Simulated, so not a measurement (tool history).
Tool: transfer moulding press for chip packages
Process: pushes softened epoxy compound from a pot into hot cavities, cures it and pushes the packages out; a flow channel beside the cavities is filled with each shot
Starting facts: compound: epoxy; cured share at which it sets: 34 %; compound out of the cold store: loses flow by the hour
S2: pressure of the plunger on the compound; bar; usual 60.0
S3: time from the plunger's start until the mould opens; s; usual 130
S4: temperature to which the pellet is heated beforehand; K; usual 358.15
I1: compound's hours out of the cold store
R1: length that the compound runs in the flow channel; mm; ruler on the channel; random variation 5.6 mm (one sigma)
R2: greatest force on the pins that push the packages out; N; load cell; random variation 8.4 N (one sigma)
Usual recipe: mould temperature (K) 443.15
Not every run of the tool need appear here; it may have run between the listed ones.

{"run": 1, "hour": 0.0, "mould temperature (K)": 443.15, "S2": 60.0, "S3": 130, "S4": 358.15, "I1": 25.0, "R1": 835, "R2": 376}
{"hour": 7.3, "done": "plunger's sealing rings changed"}
{"run": 2, "hour": 14.4, "mould temperature (K)": 443.15, "S2": 53.2, "S3": 130, "S4": 358.15, "I1": 18.6, "R1": 940, "R2": 460}
{"run": 3, "hour": 30.9, "mould temperature (K)": 443.15, "S2": 60.0, "S3": 130, "S4": 358.15, "I1": 25.9, "R1": 963, "R2": 574}
{"run": 4, "hour": 49.0, "mould temperature (K)": 443.15, "S2": 60.0, "S3": 130, "S4": 358.15, "I1": 9.6, "R1": 1025, "R2": 659}
{"run": 5, "hour": 58.1, "mould temperature (K)": 443.15, "S2": 52.9, "S3": 130, "S4": 358.15, "I1": 9.7, "R1": 961, "R2": 718}
{"run": 6, "hour": 66.3, "mould temperature (K)": 443.15, "S2": 52.9, "S3": 130, "S4": 358.15, "I1": 39.1, "R1": 850, "R2": 671}
{"run": 7, "hour": 76.9, "mould temperature (K)": 446.15, "S2": 60.0, "S3": 130, "S4": 358.15, "I1": 12.8, "R1": 1000, "R2": 650}
{"run": 8, "hour": 89.7, "mould temperature (K)": 443.15, "S2": 59.3, "S3": 130, "S4": 358.15, "I1": 34.7, "R1": 903, "R2": 739}
{"hour": 103.5, "done": "cavities cleaned with cleaning compound and waxed"}
{"run": 9, "hour": 103.5, "mould temperature (K)": 443.15, "S2": 60.0, "S3": 130, "S4": 358.15, "I1": 41.8, "R1": 892, "R2": 393}
{"run": 10, "hour": 118.6, "mould temperature (K)": 443.15, "S2": 60.0, "S3": 124, "S4": 358.15, "I1": 47.0, "R1": 868, "R2": 499}
{"run": 11, "hour": 132.1, "mould temperature (K)": 443.15, "S2": 60.0, "S3": 124, "S4": 358.15, "I1": 29.8, "R1": 932, "R2": 600}
{"run": 12, "hour": 139.8, "mould temperature (K)": 443.15, "S2": 60.0, "S3": 124, "S4": 358.15, "I1": 23.6, "R1": 960, "R2": 638}
{"run": 13, "hour": 154.1, "mould temperature (K)": 443.15, "S2": 68.9, "S3": 118, "S4": 358.15, "I1": 29.1, "R1": 988, "R2": 767}
{"run": 14, "hour": 167.9, "mould temperature (K)": 443.15, "S2": 68.9, "S3": 118, "S4": 358.15, "I1": 40.4, "R1": 944, "R2": 783}
{"run": 15, "hour": 179.1, "mould temperature (K)": 443.15, "S2": 68.9, "S3": 118, "S4": 358.15, "I1": 46.8, "R1": 913, "R2": 771}
{"run": 16, "hour": 191.4, "mould temperature (K)": 439.15, "S2": 69.3, "S3": 120, "S4": 354.15, "I1": 20.8, "R1": 1041, "R2": 1174}
{"hour": 204.9, "done": "cavities cleaned with cleaning compound and waxed"}
{"run": 17, "hour": 204.9, "mould temperature (K)": 439.15, "S2": 69.3, "S3": 120, "S4": 354.15, "I1": 33.2, "R1": 987, "R2": 569}
{"run": 18, "hour": 221.0, "mould temperature (K)": 444.15, "S2": 69.3, "S3": 131, "S4": 354.15, "I1": 23.2, "R1": 995, "R2": 493}
{"run": 19, "hour": 234.8, "mould temperature (K)": 450.15, "S2": 49.1, "S3": 139, "S4": 356.15, "I1": 46.5, "R1": 731, "R2": 466}
{"run": 20, "hour": 245.3, "mould temperature (K)": 450.15, "S2": 49.1, "S3": 139, "S4": 356.15, "I1": 16.5, "R1": 822, "R2": 520}
{"run": 21, "hour": 259.1, "mould temperature (K)": 450.15, "S2": 49.1, "S3": 139, "S4": 356.15, "I1": 32.5, "R1": 772, "R2": 541}

Predict each of these 3 candidate next runs independently; none follows another, all start after run 21:
{"run": "A", "hour": 271.8, "mould temperature (K)": 450.15, "S2": 49.1, "S3": 149, "S4": 350.15, "I1": 23.6, "R1": "?", "R2": "?"}
{"run": "B", "hour": 271.8, "mould temperature (K)": 450.15, "S2": 59.9, "S3": 139, "S4": 356.15, "I1": 47.8, "R1": "?", "R2": "?"}
{"run": "C", "hour": 271.8, "mould temperature (K)": 445.15, "S2": 46.0, "S3": 130, "S4": 358.15, "I1": 40.7, "R1": "?", "R2": "?"}

run=A R1=788 R2=582
run=B R1=803 R2=593
run=C R1=736 R2=635
Had the tool no hidden state, the same runs would have come out as:
run=A R1=841 R2=314
run=B R1=857 R2=317
run=C R1=786 R2=335
